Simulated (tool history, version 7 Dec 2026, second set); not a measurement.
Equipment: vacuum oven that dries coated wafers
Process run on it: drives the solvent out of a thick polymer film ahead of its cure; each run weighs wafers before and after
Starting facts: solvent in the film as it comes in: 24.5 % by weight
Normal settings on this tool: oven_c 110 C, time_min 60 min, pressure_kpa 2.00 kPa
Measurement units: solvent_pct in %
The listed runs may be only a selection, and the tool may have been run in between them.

| run | hour | oven_c | time_min | pressure_kpa | solvent_pct |
|---|---|---|---|---|---|
| 1 | 0.0 | 110 | 60 | 2.00 | 6.49 |
| 2 | 27.8 | 110 | 60 | 2.00 | 6.47 |
| 3 | 64.6 | 110 | 60 | 2.00 | 6.50 |
| 4 | 98.7 | 110 | 60 | 2.00 | 6.45 |
| 5 | 154.2 | 98 | 60 | 2.00 | 11.88 |
| 6 | 200.8 | 110 | 60 | 2.00 | 6.43 |
| 7 | 240.1 | 110 | 82 | 2.00 | 4.44 |
| 8 | 282.5 | 110 | 82 | 2.00 | 4.43 |
| 9 | 312.9 | 110 | 90 | 2.00 | 3.83 |
| 10 | 372.5 | 110 | 60 | 2.00 | 6.35 |
| 11 | 418.6 | 118 | 60 | 2.00 | 3.27 |
| 12 | 460.8 | 106 | 60 | 6.28 | 10.05 |
| 13 | 488.4 | 106 | 60 | 6.28 | 10.06 |
|  | 493.6 | vacuum gauge cleaned of residue and calibrated |
| 14 | 531.1 | 106 | 68 | 1.12 | 6.81 |
|  | 565.3 | oven's thermocouples calibrated |
| 15 | 579.2 | 115 | 69 | 1.12 | 3.44 |
| 16 | 632.4 | 110 | 60 | 1.61 | 6.40 |
|  | 650.8 | vacuum gauge cleaned of residue and calibrated, once more |
| 17 | 665.7 | 103 | 79 | 1.85 | 7.72 |
| 18 | 711.9 | 103 | 79 | 1.85 | 7.72 |
| 19 | 743.1 | 103 | 79 | 1.85 | 7.61 |

Difference, measured minus no-hidden-state, one row per run. Run-to-run variation is common to both terms; the gauge's own scatter need not be:
What the log doesn't record here: true wafer temperature over the reading, C; true pressure over the reading, kPa; drift of the gauge itself on solvent_pct, %.
| run | solvent_pct |
|---|---|
| 1 | -0.06 |
| 2 | -0.07 |
| 3 | -0.09 |
| 4 | -0.11 |
| 5 | -0.12 |
| 6 | -0.16 |
| 7 | -0.12 |
| 8 | -0.15 |
| 9 | -0.14 |
| 10 | -0.22 |
| 11 | -0.16 |
| 12 | -0.29 |
| 13 | -0.31 |
| 14 | -0.28 |
| 15 | +0.12 |
| 16 | +0.09 |
| 17 | -0.10 |
| 18 | -0.12 |
| 19 | -0.14 |

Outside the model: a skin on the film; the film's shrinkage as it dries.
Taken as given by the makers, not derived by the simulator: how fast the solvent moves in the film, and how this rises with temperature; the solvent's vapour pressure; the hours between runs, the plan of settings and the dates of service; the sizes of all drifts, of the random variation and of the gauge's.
